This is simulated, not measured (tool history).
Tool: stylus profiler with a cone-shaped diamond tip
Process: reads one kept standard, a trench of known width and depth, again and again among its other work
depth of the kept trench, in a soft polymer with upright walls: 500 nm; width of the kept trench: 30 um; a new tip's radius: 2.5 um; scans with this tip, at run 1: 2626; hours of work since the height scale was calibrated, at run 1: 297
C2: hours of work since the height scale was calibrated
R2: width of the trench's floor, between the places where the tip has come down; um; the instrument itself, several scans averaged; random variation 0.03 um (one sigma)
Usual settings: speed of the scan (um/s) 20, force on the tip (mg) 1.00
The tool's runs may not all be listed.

run 1 day=0.000 | speed_of_the_scan_(um/s)=20 force_on_the_tip_(mg)=1.00 | scans_with_this_tip=2626 C2=297 | depth_of_the_trench_(nm)=501.43 R2=26.49
run 2 day=5.242 | speed_of_the_scan_(um/s)=20 force_on_the_tip_(mg)=1.00 | scans_with_this_tip=3206 C2=362 | depth_of_the_trench_(nm)=501.40 R2=26.41
run 3 day=7.821 | speed_of_the_scan_(um/s)=20 force_on_the_tip_(mg)=0.78 | scans_with_this_tip=3491 C2=395 | depth_of_the_trench_(nm)=500.87 R2=26.30
run 4 day=13.108 | speed_of_the_scan_(um/s)=20 force_on_the_tip_(mg)=1.00 | scans_with_this_tip=4076 C2=461 | depth_of_the_trench_(nm)=500.86 R2=26.26
run 5 day=17.454 | speed_of_the_scan_(um/s)=20 force_on_the_tip_(mg)=1.00 | scans_with_this_tip=4557 C2=515 | depth_of_the_trench_(nm)=500.83 R2=26.18
run 6 day=22.862 | speed_of_the_scan_(um/s)=20 force_on_the_tip_(mg)=1.00 | scans_with_this_tip=5156 C2=583 | depth_of_the_trench_(nm)=500.72 R2=26.16
run 7 day=28.612 | speed_of_the_scan_(um/s)=15 force_on_the_tip_(mg)=0.53 | scans_with_this_tip=5792 C2=655 | depth_of_the_trench_(nm)=499.96 R2=26.00
run 8 day=33.150 | speed_of_the_scan_(um/s)=11 force_on_the_tip_(mg)=1.11 | scans_with_this_tip=6294 C2=712 | depth_of_the_trench_(nm)=500.71 R2=25.99
run 9 day=38.771 | speed_of_the_scan_(um/s)=11 force_on_the_tip_(mg)=1.00 | scans_with_this_tip=6916 C2=782 | depth_of_the_trench_(nm)=500.50 R2=25.96
run 10 day=41.671 | speed_of_the_scan_(um/s)=11 force_on_the_tip_(mg)=1.00 | scans_with_this_tip=7237 C2=818 | depth_of_the_trench_(nm)=500.30 R2=25.88
run 11 day=44.267 | speed_of_the_scan_(um/s)=15 force_on_the_tip_(mg)=0.95 | scans_with_this_tip=7525 C2=851 | depth_of_the_trench_(nm)=500.14 R2=25.84

Forecast each of these 5 alternatives for the next run:
run A day=47.692 | speed_of_the_scan_(um/s)=11 force_on_the_tip_(mg)=1.01 | scans_with_this_tip=7904 C2=894 | depth_of_the_trench_(nm)=? R2=?
run B day=47.692 | speed_of_the_scan_(um/s)=5 force_on_the_tip_(mg)=1.72 | scans_with_this_tip=7904 C2=894 | depth_of_the_trench_(nm)=? R2=?
run C day=47.692 | speed_of_the_scan_(um/s)=39 force_on_the_tip_(mg)=1.28 | scans_with_this_tip=7904 C2=894 | depth_of_the_trench_(nm)=? R2=?
run D day=47.692 | speed_of_the_scan_(um/s)=21 force_on_the_tip_(mg)=2.33 | scans_with_this_tip=7904 C2=894 | depth_of_the_trench_(nm)=? R2=?
run E day=47.692 | speed_of_the_scan_(um/s)=14 force_on_the_tip_(mg)=0.95 | scans_with_this_tip=7904 C2=894 | depth_of_the_trench_(nm)=? R2=?

run=A depth_of_the_trench_(nm)=500.10 R2=25.83
run=B depth_of_the_trench_(nm)=500.90 R2=25.83
run=C depth_of_the_trench_(nm)=500.66 R2=25.64
run=D depth_of_the_trench_(nm)=501.49 R2=25.83
run=E depth_of_the_trench_(nm)=500.14 R2=25.78
Without the tool's hidden state the same runs would have given:
run=A depth_of_the_trench_(nm)=501.93 R2=26.94
run=B depth_of_the_trench_(nm)=502.73 R2=26.95
run=C depth_of_the_trench_(nm)=502.49 R2=26.76
run=D depth_of_the_trench_(nm)=503.32 R2=26.95
run=E depth_of_the_trench_(nm)=501.96 R2=26.90

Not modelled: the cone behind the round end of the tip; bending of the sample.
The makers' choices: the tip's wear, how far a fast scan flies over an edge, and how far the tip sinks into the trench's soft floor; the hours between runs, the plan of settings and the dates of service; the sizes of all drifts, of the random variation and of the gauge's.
